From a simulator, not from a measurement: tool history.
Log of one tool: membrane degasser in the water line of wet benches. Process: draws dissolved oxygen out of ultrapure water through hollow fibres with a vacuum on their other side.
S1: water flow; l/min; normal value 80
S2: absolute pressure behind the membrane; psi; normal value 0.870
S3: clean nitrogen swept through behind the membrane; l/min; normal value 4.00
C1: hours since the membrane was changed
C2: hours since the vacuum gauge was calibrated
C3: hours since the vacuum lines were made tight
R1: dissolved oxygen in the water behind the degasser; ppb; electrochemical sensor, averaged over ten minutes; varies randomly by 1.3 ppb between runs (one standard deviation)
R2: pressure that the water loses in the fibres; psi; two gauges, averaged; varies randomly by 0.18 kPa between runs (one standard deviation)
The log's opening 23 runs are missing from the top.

run,hour,S1,S2,S3,C1,C2,C3,R1,R2
24,927.8,107,2.004,7.82,2794,2446,9951,342.1,6.734
25,968.9,122,0.553,4.72,2835,2487,9992,77.5,7.706
26,996.1,122,0.553,11.64,2862,2515,10019,58.0,7.668
27,1056.0,122,0.553,11.64,2922,2575,10079,56.4,7.665
28,1108.6,89,0.716,1.98,2974,2627,10131,156.0,5.596
29,1149.1,89,0.716,1.98,3015,2668,10172,157.0,5.577
# hour 1172.0: seals of the vacuum lines changed
30,1196.8,89,0.716,1.98,3061,2713,25,156.4,5.527
31,1237.8,89,0.716,1.98,3102,2754,66,153.6,5.607

Each row is a separate what-if for the run after 31, all from the same tool condition, not one after another. Results?
A,1280.2,89,1.713,3.33,3144,2797,108,?,?
B,1280.2,80,0.870,1.68,3144,2797,108,?,?
C,1280.2,63,0.763,11.72,3144,2797,108,?,?
D,1280.2,89,1.952,1.98,3144,2797,108,?,?

run,R1,R2
A,468.1,5.545
B,254.3,4.994
C,27.5,3.938
D,841.4,5.551
Without the tool's unlogged condition, the same runs would have read:
run,R1,R2
A,468.0,5.639
B,254.2,5.079
C,27.5,4.004
D,841.3,5.645
